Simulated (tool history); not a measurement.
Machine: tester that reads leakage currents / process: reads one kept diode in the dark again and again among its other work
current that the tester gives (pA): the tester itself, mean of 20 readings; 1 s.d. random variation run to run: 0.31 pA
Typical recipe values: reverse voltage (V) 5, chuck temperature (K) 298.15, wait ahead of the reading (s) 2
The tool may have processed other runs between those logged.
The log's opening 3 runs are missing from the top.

run	day	reverse voltage (V)	chuck temperature (K)	wait ahead of the reading (s)	current that the tester gives (pA)
4	2.842	5	327.15	2	913.25
5	3.671	5	327.15	2	915.09
6	4.317	5	327.15	2	921.54
# day 4.55: probe card cleaned and baked
7	5.283	5	327.15	2	909.37
8	6.362	5	298.15	5.7	105.11
9	7.329	9.81	298.15	5.7	154.68
10	7.942	9.81	298.15	5.7	154.88
11	8.879	5	298.15	4.96	105.42
12	9.967	5	298.15	2	106.19
13	10.746	5	298.15	2	106.62
14	11.633	5	298.15	2	106.9
15	12.388	5	312.15	2	315.88
16	13.012	5.51	298.15	2	113.13
17	13.554	5.51	298.15	2	113.42
18	14.204	5.51	298.15	2	112.94
19	15.304	5	298.15	2	107.68
20	16.104	5	298.15	2	107.62
21	16.65	11.64	313.15	2	557.17
22	17.821	1.66	313.15	4.7	182.52
23	18.679	1.66	313.15	4.7	182.84
24	19.508	1.66	313.15	4.7	183.64
25	20.717	10.96	313.15	0.6	541.9
26	21.658	4.19	328.15	3.97	894.33
27	22.996	8.46	308.15	0.49	323.55
28	24.233	2.89	302.15	4.18	108.95

Run 29 is up next; what results do you expect?
29	24.862	2.89	302.15	4.18	?

Run 29 produced current that the tester gives (pA) 109.88.
With the hidden condition absent and the run-to-run variation left alone, this run would have shown current that the tester gives (pA) 102.92.
